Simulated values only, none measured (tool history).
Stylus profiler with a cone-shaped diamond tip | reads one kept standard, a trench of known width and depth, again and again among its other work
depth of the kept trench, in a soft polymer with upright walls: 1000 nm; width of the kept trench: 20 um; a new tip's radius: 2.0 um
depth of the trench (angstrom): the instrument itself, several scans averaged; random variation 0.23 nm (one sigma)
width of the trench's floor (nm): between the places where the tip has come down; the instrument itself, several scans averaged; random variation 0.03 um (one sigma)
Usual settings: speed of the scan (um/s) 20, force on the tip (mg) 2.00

run    hour  speed of the scan (um/s)  force on the tip (mg)  depth of the trench (angstrom)  width of the trench's floor (nm)
  1     0.0                        20                   2.00                         10065.1                             14330
  2    31.9                        20                   2.00                         10065.5                             14230
  3    72.7                        14                   2.00                         10063.7                             14270
  4   129.6                        20                   2.00                         10060.9                             14170
  5   180.4                        20                   1.32                         10034.8                             14150
  6   231.6                        20                   1.04                         10019.8                             14050
  7   262.5                        20                   1.04                         10018.0                             14080
  8   298.7                        20                   1.04                         10016.3                             14020
  9   349.7                        20                   4.48                         10145.3                             14040
 10   378.3                        20                   4.48                         10136.7                             14080
 11   423.6                        20                   4.48                         10137.0                             13950
      449.7  -- new tip fitted, height scale calibrated
 12   461.6                        20                   4.48                         10197.0                             16500
 13   491.1                        20                   1.28                         10086.1                             16470
 14   545.6                        20                   1.28                         10072.6                             16410
 15   581.3                        20                   1.28                         10081.0                             16200
 16   620.9                        20                   1.33                         10081.2                             16200
 17   674.2                        20                   1.33                         10081.0                             16160
 18   724.5                        30                   2.00                         10108.0                             16020
 19   759.2                        30                   2.00                         10105.2                             16030
 20   813.0                        30                   2.00                         10106.4                             15910
 21   862.9                        30                   5.30                         10208.6                             15960
 22   900.9                        29                   2.00                         10107.3                             15810
 23   944.2                        20                   2.00                         10100.5                             15810
 24   971.1                         5                   0.76                         10041.9                             15880
 25  1007.3                        22                   2.21                         10104.2                             15780
 26  1046.0                        10                   1.31                         10068.6                             15740
 27  1104.1                         8                   1.08                         10059.1                             15740
 28  1133.8                         8                   3.39                         10148.2                             15720
 29  1186.8                        33                   2.81                         10125.4                             15540
 30  1231.3                         6                   2.81                         10124.2                             15580
 31  1260.8                         6                   2.81                         10123.9                             15560
 32  1293.8                         6                   2.81                         10125.8                             15470
 33  1338.5                         6                   2.81                         10124.2                             15470
 34  1371.6                        20                   2.20                         10100.9                             15360
 35  1405.5                        19                   1.39                         10061.3                             15390
 36  1441.0                        55                   3.55                         10142.3                             15170
 37  1498.2                        55                   3.55                         10141.3                             15090
 38  1546.4                        20                   5.37                         10201.2                             15240
 39  1582.2                        20                   5.37                         10194.4                             15210
 40  1616.2                        60                   3.09                         10122.8                             14970
 41  1643.0                        35                   5.90                         10206.6                             15090
 42  1683.8                        11                   5.90                         10209.2                             15060
 43  1726.9                        11                   5.90                         10202.8                             15020
 44  1763.7                        11                   5.90                         10204.5                             15060
 45  1792.3                         6                   2.00                         10079.1                             14990
 46  1829.7                         6                   0.88                         10028.6                             14880

Measured less the same run without the tool's hidden state. The same run-to-run variation is in both; the gauge's scatter may not be:
The hidden state here: radius of the tip, um; height scale over the true one, %; drift of the gauge itself on depth_nm, %; drift of the gauge itself on floor_um, %.
run  depth of the trench (angstrom)  width of the trench's floor (nm)
  1                           -51.4                             -2130
  2                           -52.1                             -2160
  3                           -53.1                             -2190
  4                           -54.4                             -2250
  5                           -55.4                             -2290
  6                           -56.5                             -2320
  7                           -57.2                             -2350
  8                           -58.2                             -2370
  9                           -60.1                             -2420
 10                           -60.7                             -2450
 11                           -61.6                             -2480
 12                            -4.4                               +50
 13                            -5.0                                +0
 14                            -6.4                               -70
 15                            -7.1                              -120
 16                            -8.1                              -170
 17                            -9.3                              -250
 18                           -10.5                              -310
 19                           -11.4                              -350
 20                           -12.6                              -420
 21                           -14.0                              -490
 22                           -14.8                              -540
 23                           -15.8                              -590
 24                           -16.4                              -620
 25                           -17.2                              -670
 26                           -18.1                              -720
 27                           -19.5                              -780
 28                           -20.4                              -820
 29                           -21.6                              -880
 30                           -22.6                              -930
 31                           -23.4                              -960
 32                           -24.1                             -1000
 33                           -25.1                             -1050
 34                           -25.9                             -1080
 35                           -26.6                             -1110
 36                           -27.8                             -1150
 37                           -29.1                             -1210
 38                           -30.4                             -1260
 39                           -31.2                             -1300
 40                           -31.9                             -1330
 41                           -32.8                             -1360
 42                           -33.8                             -1400
 43                           -34.7                             -1450
 44                           -35.6                             -1490
 45                           -35.9                             -1510
 46                           -36.7                             -1550

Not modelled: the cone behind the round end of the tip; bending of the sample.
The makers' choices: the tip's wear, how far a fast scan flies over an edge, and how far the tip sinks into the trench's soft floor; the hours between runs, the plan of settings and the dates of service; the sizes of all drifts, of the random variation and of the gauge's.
